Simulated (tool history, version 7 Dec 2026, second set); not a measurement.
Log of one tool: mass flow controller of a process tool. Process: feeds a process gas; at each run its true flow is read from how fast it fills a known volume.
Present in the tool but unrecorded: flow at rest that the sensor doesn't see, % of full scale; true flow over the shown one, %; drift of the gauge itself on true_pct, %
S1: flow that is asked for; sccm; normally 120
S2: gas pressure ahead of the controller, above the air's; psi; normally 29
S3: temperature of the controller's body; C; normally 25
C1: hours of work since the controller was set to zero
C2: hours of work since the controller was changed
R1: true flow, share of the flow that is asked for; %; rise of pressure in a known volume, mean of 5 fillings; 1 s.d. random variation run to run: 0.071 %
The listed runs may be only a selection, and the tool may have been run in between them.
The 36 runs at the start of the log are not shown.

| run | day | S1 | S2 | S3 | C1 | C2 | R1 |
|---|---|---|---|---|---|---|---|
| 37 | 179.262 | 159 | 32.5 | 35 | 2781 | 7089 | 97.14 |
| 38 | 185.362 | 159 | 32.5 | 35 | 2893 | 7201 | 96.97 |
| 39 | 192.233 | 159 | 32.5 | 23 | 3020 | 7327 | 95.68 |
| 40 | 197.692 | 159 | 32.5 | 23 | 3120 | 7427 | 95.67 |
| 41 | 201.929 | 120 | 29.6 | 25 | 3198 | 7505 | 95.31 |
| 42 | 206.067 | 120 | 29.6 | 25 | 3274 | 7581 | 95.24 |
| 43 | 211.308 | 120 | 35.8 | 25 | 3370 | 7678 | 95.05 |
| 44 | 214.342 | 60 | 28.9 | 30 | 3426 | 7734 | 93.64 |
| 45 | 220.1 | 189 | 29 | 22 | 3532 | 7839 | 95.45 |
| 46 | 224.062 | 100 | 29 | 33 | 3605 | 7912 | 95.5 |
| 47 | 230.683 | 121 | 24.8 | 25 | 3727 | 8034 | 95.04 |

Below are 3 alternative next runs, each starting from the tool's condition after run 47. Predict each:
| A | 234.333 | 71 | 24.4 | 33 | 3794 | 8101 | ? |
| B | 234.333 | 145 | 34.5 | 27 | 3794 | 8101 | ? |
| C | 234.333 | 155 | 29 | 26 | 3794 | 8101 | ? |

| run | R1 |
|---|---|
| A | 94.23 |
| B | 95.37 |
| C | 95.57 |
With the hidden condition removed and each run's random variation left untouched, the same runs would have given:
| run | R1 |
|---|---|
| A | 100.61 |
| B | 100.01 |
| C | 100.1 |
